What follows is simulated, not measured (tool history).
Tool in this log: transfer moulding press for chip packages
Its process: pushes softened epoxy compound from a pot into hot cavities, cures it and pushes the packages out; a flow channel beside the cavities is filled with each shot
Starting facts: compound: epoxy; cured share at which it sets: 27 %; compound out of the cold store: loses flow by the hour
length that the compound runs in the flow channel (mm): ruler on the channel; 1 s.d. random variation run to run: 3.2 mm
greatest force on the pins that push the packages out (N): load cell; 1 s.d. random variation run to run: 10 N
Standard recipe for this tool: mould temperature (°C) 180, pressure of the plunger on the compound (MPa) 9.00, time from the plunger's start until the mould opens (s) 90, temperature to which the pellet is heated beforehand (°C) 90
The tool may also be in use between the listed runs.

run	hour	mould temperature (°C)	pressure of the plunger on the compound (MPa)	time from the plunger's start until the mould opens (s)	temperature to which the pellet is heated beforehand (°C)	incoming compound's hours out of the cold store	length that the compound runs in the flow channel (mm)	greatest force on the pins that push the packages out (N)
1	0.0	180	9.00	90	90	14.3	953	691
# hour 12.5: cavities cleaned with cleaning compound and waxed
2	61.1	180	9.00	90	90	16.9	934	670
# hour 75.1: cavities cleaned with cleaning compound and waxed
3	111.7	180	9.00	90	90	11.7	957	668
# hour 137.4: cavities cleaned with cleaning compound and waxed
4	149.9	180	9.00	90	90	25.7	879	546
# hour 157.9: plunger's sealing rings changed
5	181.2	180	9.00	90	90	17.8	959	658
# hour 187.3: mould's thermocouples calibrated
# hour 205.0: cavities cleaned with cleaning compound and waxed
6	226.3	180	9.00	90	90	43.8	823	559
# hour 265.1: cavities cleaned with cleaning compound and waxed
7	281.7	180	9.00	90	90	30.3	883	563
# hour 328.2: cavities cleaned with cleaning compound and waxed
8	330.1	180	9.00	100	90	45.5	806	432
# hour 389.4: cavities cleaned with cleaning compound and waxed
9	391.8	180	9.00	100	90	32.4	859	431
10	420.0	180	9.00	100	92	20.1	921	567
# hour 431.6: mould's thermocouples calibrated, once more
# hour 452.4: cavities cleaned with cleaning compound and waxed
11	455.7	182	9.00	79	86	9.3	969	563
12	486.1	180	9.18	91	97	30.7	871	638
# hour 515.5: cavities cleaned with cleaning compound and waxed
13	552.6	180	10.32	91	97	28.4	927	625
# hour 565.7: plunger's sealing rings changed
# hour 578.9: cavities cleaned with cleaning compound and waxed
14	602.3	180	10.32	91	97	31.4	946	591
# hour 640.1: cavities cleaned with cleaning compound and waxed
15	656.2	187	6.86	91	91	10.2	841	492
16	684.7	186	8.72	74	80	28.8	856	659

Alternative continuations, all from the tool just after run 16; predict every row:
# hour 701.3: cavities cleaned with cleaning compound and waxed
A	714.9	186	10.42	76	80	13.7	?	?
# hour 701.3: cavities cleaned with cleaning compound and waxed
B	714.9	180	10.74	105	90	28.9	?	?
# hour 701.3: cavities cleaned with cleaning compound and waxed
C	714.9	187	9.00	90	90	23.1	?	?
# hour 701.3: cavities cleaned with cleaning compound and waxed
D	714.9	185	9.00	90	87	9.7	?	?
# hour 701.3: cavities cleaned with cleaning compound and waxed
E	714.9	181	8.72	84	82	47.3	?	?

run	length that the compound runs in the flow channel (mm)	greatest force on the pins that push the packages out (N)
A	1015	524
B	973	478
C	894	462
D	967	497
E	786	556
Without the tool's unlogged condition, the same runs would have read:
run	length that the compound runs in the flow channel (mm)	greatest force on the pins that push the packages out (N)
A	1034	452
B	992	408
C	911	393
D	985	425
E	801	480
